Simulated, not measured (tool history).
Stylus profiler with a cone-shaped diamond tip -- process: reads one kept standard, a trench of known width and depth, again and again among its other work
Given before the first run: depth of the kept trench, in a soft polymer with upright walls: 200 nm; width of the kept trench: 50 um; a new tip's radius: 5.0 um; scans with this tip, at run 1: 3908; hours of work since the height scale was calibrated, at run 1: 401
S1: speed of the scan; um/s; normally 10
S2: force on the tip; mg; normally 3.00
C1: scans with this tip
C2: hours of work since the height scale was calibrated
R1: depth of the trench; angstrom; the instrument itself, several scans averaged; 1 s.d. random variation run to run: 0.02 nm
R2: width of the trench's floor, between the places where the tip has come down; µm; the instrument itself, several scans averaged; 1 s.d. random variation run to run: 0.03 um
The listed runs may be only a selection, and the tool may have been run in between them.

Run 1, hour 0.0: usual settings; C1 3908; C2 401. Result: R1 2014.0 angstrom, R2 46.91 µm.
Run 2, hour 28.1: usual settings; C1 4030; C2 413. Result: R1 2014.3 angstrom, R2 46.91 µm.
Run 3, hour 52.8: usual settings; C1 4136; C2 424. Result: R1 2013.9 angstrom, R2 46.90 µm.
Run 4, hour 65.9: usual settings; C1 4192; C2 430. Result: R1 2013.9 angstrom, R2 46.94 µm.
Run 5, hour 82.4: usual settings; C1 4264; C2 437. Result: R1 2014.2 angstrom, R2 46.91 µm.
Run 6, hour 104.6: usual settings; C1 4360; C2 447. Result: R1 2013.8 angstrom, R2 46.84 µm.
Run 7, hour 117.1: usual settings; C1 4413; C2 452. Result: R1 2014.1 angstrom, R2 46.86 µm.
Run 8, hour 131.3: usual settings; C1 4475; C2 459. Result: R1 2014.1 angstrom, R2 46.88 µm.
Run 9, hour 154.3: usual settings; C1 4574; C2 469. Result: R1 2014.2 angstrom, R2 46.82 µm.
Run 10, hour 177.7: usual settings; C1 4675; C2 479. Result: R1 2014.1 angstrom, R2 46.84 µm.
Run 11, hour 192.2: usual settings; C1 4737; C2 485. Result: R1 2014.3 angstrom, R2 46.91 µm.
Run 12, hour 210.3: usual settings; C1 4815; C2 493. Result: R1 2013.7 angstrom, R2 46.86 µm.
Run 13, hour 229.7: usual settings; C1 4899; C2 502. Result: R1 2014.0 angstrom, R2 46.82 µm.
Run 14, hour 254.6: usual settings but S2 2.10 mg; C1 5006; C2 513. Result: R1 2011.0 angstrom, R2 46.87 µm.
Run 15, hour 278.8: usual settings but S2 2.10 mg; C1 5111; C2 524. Result: R1 2010.7 angstrom, R2 46.81 µm.
Run 16, hour 301.4: usual settings; C1 5208; C2 534. Result: R1 2013.8 angstrom, R2 46.84 µm.
Run 17, hour 314.2: usual settings; C1 5263; C2 539. Result: R1 2013.9 angstrom, R2 46.81 µm.
Run 18, hour 341.4: usual settings; C1 5380; C2 551. Result: R1 2013.8 angstrom, R2 46.81 µm.
Run 19, hour 365.8: usual settings; C1 5486; C2 562. Result: R1 2013.9 angstrom, R2 46.80 µm.
Run 20, hour 391.9: usual settings; C1 5598; C2 574. Result: R1 2013.7 angstrom, R2 46.82 µm.
Run 21, hour 407.7: usual settings; C1 5666; C2 581. Result: R1 2013.9 angstrom, R2 46.81 µm.
Run 22, hour 428.5: usual settings; C1 5756; C2 590. Result: R1 2014.1 angstrom, R2 46.81 µm.
Run 23, hour 443.9: usual settings but S1 36 um/s; C1 5822; C2 597. Result: R1 2013.5 angstrom, R2 46.65 µm.
Run 24, hour 464.7: usual settings but S1 36 um/s; C1 5912; C2 606. Result: R1 2013.9 angstrom, R2 46.69 µm.
Run 25, hour 484.1: usual settings but S1 19 um/s, S2 3.69 mg; C1 5996; C2 614. Result: R1 2016.2 angstrom, R2 46.70 µm.
Run 26, hour 505.8: usual settings but S1 19 um/s, S2 3.18 mg; C1 6089; C2 624. Result: R1 2014.3 angstrom, R2 46.75 µm.
Run 27, hour 521.8: usual settings but S1 19 um/s, S2 3.18 mg; C1 6158; C2 631. Result: R1 2014.0 angstrom, R2 46.71 µm.
Run 28, hour 539.3: usual settings but S1 3 um/s, S2 4.70 mg; C1 6233; C2 639. Result: R1 2019.1 angstrom, R2 46.78 µm.
Run 29, hour 568.3: usual settings but S1 4 um/s, S2 4.41 mg; C1 6358; C2 652. Result: R1 2017.8 angstrom, R2 46.81 µm.
Run 30, hour 589.9: usual settings but S1 17 um/s, S2 3.51 mg; C1 6451; C2 661. Result: R1 2015.4 angstrom, R2 46.74 µm.
Run 31, hour 610.3: usual settings but S1 33 um/s, S2 1.00 mg; C1 6539; C2 670. Result: R1 2005.4 angstrom, R2 46.57 µm.
Run 32, hour 632.2: usual settings but S1 39 um/s, S2 1.17 mg; C1 6634; C2 680. Result: R1 2006.4 angstrom, R2 46.53 µm.

What does the tool deliver on the next run?
Run 33, hour 654.2: usual settings but S1 8 um/s, S2 4.26 mg; C1 6729; C2 690. Result: R1 ?, R2 ?.

{"run 33": {"R1": 2017.7, "R2": 46.75}}
With the hidden condition absent and the run-to-run variation left alone, this run would have shown R1 2019.8 angstrom, R2 47.16 µm.
